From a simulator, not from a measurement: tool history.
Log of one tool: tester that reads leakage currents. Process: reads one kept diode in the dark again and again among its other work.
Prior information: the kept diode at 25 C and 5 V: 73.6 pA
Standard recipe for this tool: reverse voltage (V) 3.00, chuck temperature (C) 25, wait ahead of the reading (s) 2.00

run,hour,reverse voltage (V),chuck temperature (C),wait ahead of the reading (s),current that the tester gives (pA)
1,0.0,3.00,25,2.00,65.18
2,58.2,3.00,25,0.66,66.25
# hour 103.4: chuck's temperature calibrated
3,155.5,3.00,25,2.00,59.28
# hour 183.7: probe card cleaned and baked
4,214.4,3.00,25,7.93,54.97
5,263.9,2.59,25,2.00,51.29
6,350.2,2.59,25,2.00,52.05
7,408.6,3.00,25,2.00,56.88
8,467.7,3.00,25,2.00,57.28
9,514.6,3.00,25,2.00,57.57
10,583.7,3.00,56,2.00,639.26
11,634.7,3.00,56,2.00,642.20
12,680.4,3.00,56,2.00,644.51
13,751.6,3.00,56,4.83,651.89
14,822.6,3.00,56,4.83,650.75
15,912.6,3.00,56,0.95,660.51
16,970.5,3.00,25,2.00,61.11
17,1055.9,3.00,25,2.00,61.94
18,1139.7,3.00,25,2.00,62.72
# hour 1208.3: chuck's temperature calibrated
19,1226.6,3.00,25,2.00,56.16
20,1304.6,3.00,25,2.00,56.64
# hour 1314.9: tester calibrated
21,1385.1,12.89,24,2.00,127.96
22,1429.5,3.87,22,3.41,52.19
23,1519.5,3.87,22,3.41,53.05
24,1578.9,5.13,25,1.43,81.64
25,1639.0,3.00,26,2.00,64.44
# hour 1700.4: tester calibrated, once more
26,1700.4,3.00,25,0.95,61.11
27,1743.8,2.29,38,3.24,145.80
28,1815.8,7.37,50,1.71,715.64
29,1896.5,7.37,50,1.71,724.29
30,1938.1,2.75,41,1.08,209.35
31,2015.2,2.75,41,1.08,211.53
32,2054.7,2.39,48,2.42,327.96
33,2150.5,2.39,48,2.50,332.39
34,2215.8,2.39,48,0.87,335.55
35,2299.7,2.39,48,0.87,338.18
# hour 2316.2: chuck's temperature calibrated
36,2394.2,3.00,25,2.52,59.33
37,2442.0,3.00,24,0.33,58.28
# hour 2499.6: probe card cleaned and baked
38,2499.7,3.00,24,0.39,53.84
39,2571.9,3.00,24,0.39,54.23

Measured result minus the same run's result without the hidden state. Both carry the same run-to-run variation, though not necessarily the same gauge scatter:
Hidden conditions of the tool in this case: stray current of the dirty probe card, pA a volt; current scale over the true one, %; true chuck temperature over the reading, C; drift of the gauge itself on leakage_pa, %.
run,current that the tester gives (pA)
1,+9.70
2,+10.05
3,+3.63
4,+0.07
5,+0.38
6,+0.96
7,+1.50
8,+1.97
9,+2.32
10,+19.44
11,+22.15
12,+24.35
13,+28.41
14,+31.99
15,+37.11
16,+5.82
17,+6.51
18,+7.21
19,+0.85
20,+1.44
21,+8.96
22,+2.95
23,+3.63
24,+5.49
25,+3.88
26,+5.13
27,+8.07
28,+38.01
29,+43.72
30,+14.69
31,+16.43
32,+23.85
33,+26.70
34,+28.73
35,+31.19
36,+3.99
37,+4.35
38,+0.44
39,+1.00

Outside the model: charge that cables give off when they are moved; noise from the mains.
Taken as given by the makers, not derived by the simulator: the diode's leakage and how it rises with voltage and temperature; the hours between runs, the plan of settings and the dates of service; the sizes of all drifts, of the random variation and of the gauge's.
